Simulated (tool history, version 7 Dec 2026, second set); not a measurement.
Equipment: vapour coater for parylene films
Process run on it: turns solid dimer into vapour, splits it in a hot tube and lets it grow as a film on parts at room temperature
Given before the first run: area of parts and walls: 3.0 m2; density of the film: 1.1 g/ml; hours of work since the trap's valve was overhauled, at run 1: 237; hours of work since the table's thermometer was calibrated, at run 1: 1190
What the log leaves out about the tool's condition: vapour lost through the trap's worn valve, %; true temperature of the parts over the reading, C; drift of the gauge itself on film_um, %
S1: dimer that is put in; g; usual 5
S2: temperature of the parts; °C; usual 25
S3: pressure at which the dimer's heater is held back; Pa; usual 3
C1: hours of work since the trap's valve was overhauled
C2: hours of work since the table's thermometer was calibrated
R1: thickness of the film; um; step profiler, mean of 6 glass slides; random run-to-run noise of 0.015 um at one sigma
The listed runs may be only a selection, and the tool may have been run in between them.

| run | hour | S1 | S2 | S3 | C1 | C2 | R1 |
|---|---|---|---|---|---|---|---|
| 1 | 0 | 5 | 25 | 3 | 237 | 1190 | 0.82 |
|  | 31.2 | trap's valve overhauled |
| 2 | 33.9 | 9 | 25 | 3 | 2 | 1216 | 1.6 |
| 3 | 72.3 | 9 | 25 | 3 | 35 | 1249 | 1.6 |
| 4 | 97.2 | 9 | 25 | 3 | 56 | 1270 | 1.6 |
| 5 | 126.7 | 9 | 25 | 3 | 82 | 1295 | 1.56 |
| 6 | 160.2 | 9 | 25 | 3 | 110 | 1324 | 1.54 |
| 7 | 196.7 | 5 | 36 | 3 | 142 | 1355 | 0.54 |
| 8 | 217.4 | 5 | 36 | 3 | 159 | 1373 | 0.55 |
| 9 | 258.1 | 5 | 34 | 3 | 194 | 1408 | 0.58 |
| 10 | 288.5 | 5 | 34 | 3 | 220 | 1434 | 0.59 |
| 11 | 334.5 | 5 | 34 | 3 | 260 | 1473 | 0.59 |
|  | 341.9 | trap's valve overhauled |
| 12 | 362.4 | 5 | 34 | 3 | 17 | 1493 | 0.6 |
| 13 | 392.7 | 5 | 25 | 3 | 43 | 1519 | 0.87 |
| 14 | 421.5 | 5 | 25 | 3 | 68 | 1544 | 0.86 |
|  | 425.5 | table's thermometer calibrated |
| 15 | 452 | 5 | 21 | 3 | 93 | 23 | 1.01 |
| 16 | 499 | 5 | 21 | 3 | 134 | 63 | 0.99 |
|  | 510.2 | table's thermometer calibrated, once more |
| 17 | 531.8 | 5 | 25 | 3 | 161 | 19 | 0.89 |
| 18 | 573.3 | 5 | 25 | 3 | 196 | 54 | 0.9 |
| 19 | 613 | 7 | 35 | 9.06 | 230 | 88 | 0.68 |
| 20 | 642.5 | 5 | 24 | 3 | 256 | 113 | 0.92 |
|  | 654.1 | trap's valve overhauled |
| 21 | 681.7 | 5 | 24 | 3 | 24 | 143 | 0.94 |
| 22 | 728.4 | 5 | 24 | 5.69 | 64 | 183 | 0.85 |
| 23 | 776.4 | 4 | 25 | 3 | 105 | 224 | 0.71 |
| 24 | 798.2 | 7 | 20 | 6.85 | 123 | 243 | 1.34 |
| 25 | 838.9 | 3 | 24 | 6.85 | 158 | 278 | 0.48 |
| 26 | 879 | 4 | 24 | 9.71 | 192 | 312 | 0.62 |
| 27 | 904.8 | 4 | 24 | 9.71 | 215 | 334 | 0.61 |
| 28 | 946.3 | 3 | 25 | 2.85 | 250 | 370 | 0.53 |
|  | 964.3 | trap's valve overhauled |
| 29 | 989.8 | 3 | 25 | 2.85 | 22 | 404 | 0.57 |
| 30 | 1022.1 | 7 | 18 | 6.69 | 49 | 431 | 1.46 |
| 31 | 1053.2 | 7 | 18 | 6.69 | 76 | 458 | 1.49 |
| 32 | 1078.7 | 3 | 24 | 2.26 | 98 | 480 | 0.59 |
| 33 | 1120.8 | 7 | 34 | 2.26 | 134 | 516 | 0.89 |
| 34 | 1167.6 | 7 | 25 | 3.99 | 174 | 556 | 1.16 |
| 35 | 1215.8 | 7 | 25 | 3.99 | 215 | 597 | 1.17 |
| 36 | 1253.3 | 6 | 29 | 8.83 | 247 | 629 | 0.7 |

Each row is a separate what-if for the run after 36, all from the same tool condition, not one after another. Results?
|  | 1272.6 | trap's valve overhauled |
| A | 1305 | 3 | 25 | 3 | 28 | 670 | ? |
|  | 1272.6 | trap's valve overhauled |
| B | 1305 | 2 | 35 | 8.83 | 28 | 670 | ? |
|  | 1272.6 | trap's valve overhauled |
| C | 1305 | 2 | 25 | 3.65 | 28 | 670 | ? |
|  | 1272.6 | trap's valve overhauled |
| D | 1305 | 9 | 21 | 7.49 | 28 | 670 | ? |

| run | R1 |
|---|---|
| A | 0.51 |
| B | 0.19 |
| C | 0.34 |
| D | 1.62 |
Take away the tool's hidden state, keep each run's random variation, and the runs would have read:
| run | R1 |
|---|---|
| A | 0.53 |
| B | 0.2 |
| C | 0.35 |
| D | 1.69 |
